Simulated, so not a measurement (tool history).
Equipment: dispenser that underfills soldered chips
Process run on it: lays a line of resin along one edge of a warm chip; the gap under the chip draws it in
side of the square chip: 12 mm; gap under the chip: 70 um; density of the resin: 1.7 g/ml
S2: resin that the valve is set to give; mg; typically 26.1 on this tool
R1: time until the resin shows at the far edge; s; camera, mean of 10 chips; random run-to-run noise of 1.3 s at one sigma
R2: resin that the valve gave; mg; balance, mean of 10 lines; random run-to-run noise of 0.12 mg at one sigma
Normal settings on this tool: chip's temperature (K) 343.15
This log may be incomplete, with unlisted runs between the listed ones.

{"run": 1, "hour": 0.0, "chip's temperature (K)": 343.15, "S2": 26.1, "R1": 283.5, "R2": 24.11}
{"hour": 4.0, "done": "new syringe of resin"}
{"run": 2, "hour": 7.6, "chip's temperature (K)": 343.15, "S2": 26.1, "R1": 152.6, "R2": 24.09}
{"run": 3, "hour": 15.0, "chip's temperature (K)": 343.15, "S2": 26.1, "R1": 247.3, "R2": 23.96}
{"hour": 21.5, "done": "new syringe of resin"}
{"run": 4, "hour": 22.2, "chip's temperature (K)": 343.15, "S2": 26.1, "R1": 123.5, "R2": 23.76}
{"run": 5, "hour": 32.1, "chip's temperature (K)": 343.15, "S2": 26.1, "R1": 232.8, "R2": 23.88}
{"run": 6, "hour": 36.9, "chip's temperature (K)": 343.15, "S2": 27.5, "R1": 315.8, "R2": 24.77}
{"hour": 38.8, "done": "new syringe of resin"}
{"run": 7, "hour": 42.6, "chip's temperature (K)": 343.15, "S2": 24.4, "R1": 157.9, "R2": 21.9}
{"hour": 52.8, "done": "dispensing valve cleaned and set on the balance"}
{"run": 8, "hour": 54.3, "chip's temperature (K)": 343.15, "S2": 24.4, "R1": 306.4, "R2": 24.24}
{"hour": 56.7, "done": "new syringe of resin"}
{"run": 9, "hour": 63.6, "chip's temperature (K)": 351.15, "S2": 26.1, "R1": 128.7, "R2": 25.92}
{"run": 10, "hour": 70.5, "chip's temperature (K)": 343.15, "S2": 26.1, "R1": 281, "R2": 25.98}
{"hour": 73.5, "done": "new syringe of resin"}
{"run": 11, "hour": 78.5, "chip's temperature (K)": 343.15, "S2": 26.1, "R1": 159.6, "R2": 25.92}
{"run": 12, "hour": 87.2, "chip's temperature (K)": 340.15, "S2": 26.1, "R1": 314.7, "R2": 25.5}
{"hour": 90.5, "done": "new syringe of resin"}
{"run": 13, "hour": 98.0, "chip's temperature (K)": 340.15, "S2": 26.1, "R1": 214.8, "R2": 25.21}
{"run": 14, "hour": 103.8, "chip's temperature (K)": 341.15, "S2": 31.7, "R1": 293.5, "R2": 30.8}
{"hour": 107.9, "done": "new syringe of resin"}
{"run": 15, "hour": 112.2, "chip's temperature (K)": 353.15, "S2": 25.5, "R1": 102, "R2": 24.44}
{"run": 16, "hour": 119.9, "chip's temperature (K)": 353.15, "S2": 25.5, "R1": 165.8, "R2": 24.24}
{"hour": 125.0, "done": "new syringe of resin"}
{"run": 17, "hour": 130.1, "chip's temperature (K)": 339.15, "S2": 24.6, "R1": 199.5, "R2": 23.36}
{"run": 18, "hour": 140.2, "chip's temperature (K)": 354.15, "S2": 33, "R1": 192.5, "R2": 30.98}
{"hour": 142.0, "done": "new syringe of resin"}
{"run": 19, "hour": 147.3, "chip's temperature (K)": 334.15, "S2": 30.1, "R1": 241.2, "R2": 28.43}
{"run": 20, "hour": 158.1, "chip's temperature (K)": 334.15, "S2": 22.3, "R1": 521.1, "R2": 20.93}
{"hour": 159.0, "done": "new syringe of resin"}
{"run": 21, "hour": 164.4, "chip's temperature (K)": 343.15, "S2": 26.2, "R1": 166.1, "R2": 24.24}
{"run": 22, "hour": 172.1, "chip's temperature (K)": 329.15, "S2": 26.6, "R1": 515.7, "R2": 24.52}
{"hour": 175.9, "done": "new syringe of resin"}
{"run": 23, "hour": 182.9, "chip's temperature (K)": 335.15, "S2": 27.8, "R1": 255.7, "R2": 25.53}
{"run": 24, "hour": 189.3, "chip's temperature (K)": 335.15, "S2": 27.8, "R1": 385.5, "R2": 25.4}
{"hour": 193.0, "done": "new syringe of resin"}
{"run": 25, "hour": 199.6, "chip's temperature (K)": 337.15, "S2": 22.8, "R1": 245.3, "R2": 20.72}

Pick out some run-to-run changes in R1. Of each, how much would a tool without hidden state show as well, from the settings, what came in and chance, and how much is left for the hidden state and any gauge scatter not in both results compared?
Hidden state present: resin's viscosity, % of fresh resin's; dose that the valve gives, % of what is set; true chip temperature over the reading, C; drift of the gauge itself on fill_s, %; drift of the gauge itself on given_mg, %.
Run 19 -> 20: S2 30.1 -> 22.3. R1 +279.9 s: hidden state +268.3, all else +11.6.
Run 20 -> 21: chip's temperature (K) 334.15 -> 343.15, S2 22.3 -> 26.2, new syringe of resin. R1 -355 s: hidden state -285.4, all else -69.6.
Run 21 -> 22: chip's temperature (K) 343.15 -> 329.15, S2 26.2 -> 26.6. R1 +349.6 s: hidden state +236.2, all else +113.4.
